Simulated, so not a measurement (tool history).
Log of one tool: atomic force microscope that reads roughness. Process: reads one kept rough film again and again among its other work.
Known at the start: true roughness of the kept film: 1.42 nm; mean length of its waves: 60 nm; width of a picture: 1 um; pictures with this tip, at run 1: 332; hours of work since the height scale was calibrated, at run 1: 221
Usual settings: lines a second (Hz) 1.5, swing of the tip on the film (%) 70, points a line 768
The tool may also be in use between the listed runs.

run,day,lines a second (Hz),swing of the tip on the film (%),points a line,pictures with this tip,hours of work since the height scale was calibrated,roughness of the kept film (nm (root mean square))
1,0,1.5,70,768,332,221,1.239
# day 0.538: new tip fitted
2,0.658,1.5,70,768,6,231,1.281
3,1.375,1.5,70,768,42,241,1.273
4,1.883,1.5,67,768,67,249,1.303
5,2.804,1.5,67,768,114,262,1.279
6,3.288,1.5,67,768,138,269,1.282
7,3.733,1.5,67,768,160,276,1.28
8,4.108,1.5,70,768,179,281,1.261
9,4.858,1.5,70,768,217,292,1.251
10,5.571,1.5,70,768,253,303,1.258
11,5.95,1.5,70,768,272,309,1.267
12,6.492,1.5,70,768,299,316,1.259
13,6.946,1.5,90,768,322,323,1.102
14,7.442,1.5,64,428,346,330,1.282
# day 7.738: new tip fitted
15,8.167,1.98,63,768,22,341,1.297
16,8.592,1.98,63,768,43,347,1.286
17,9.158,3.72,65,768,72,355,1.201
# day 9.271: height scale calibrated on a step standard
18,9.812,3.72,88,768,103,8,0.885
19,10.725,0.95,70,830,148,21,1.311
20,11.575,0.95,70,830,191,34,1.301
21,12.396,0.71,70,473,232,46,1.31
22,12.817,1.38,70,927,253,52,1.26

Forecast run 23:
23,13.529,1.5,79,452,289,63,?

Run 23 gave roughness of the kept film (nm (root mean square)) 1.181.
Without the tool's hidden state the same run would have given roughness of the kept film (nm (root mean square)) 1.215.
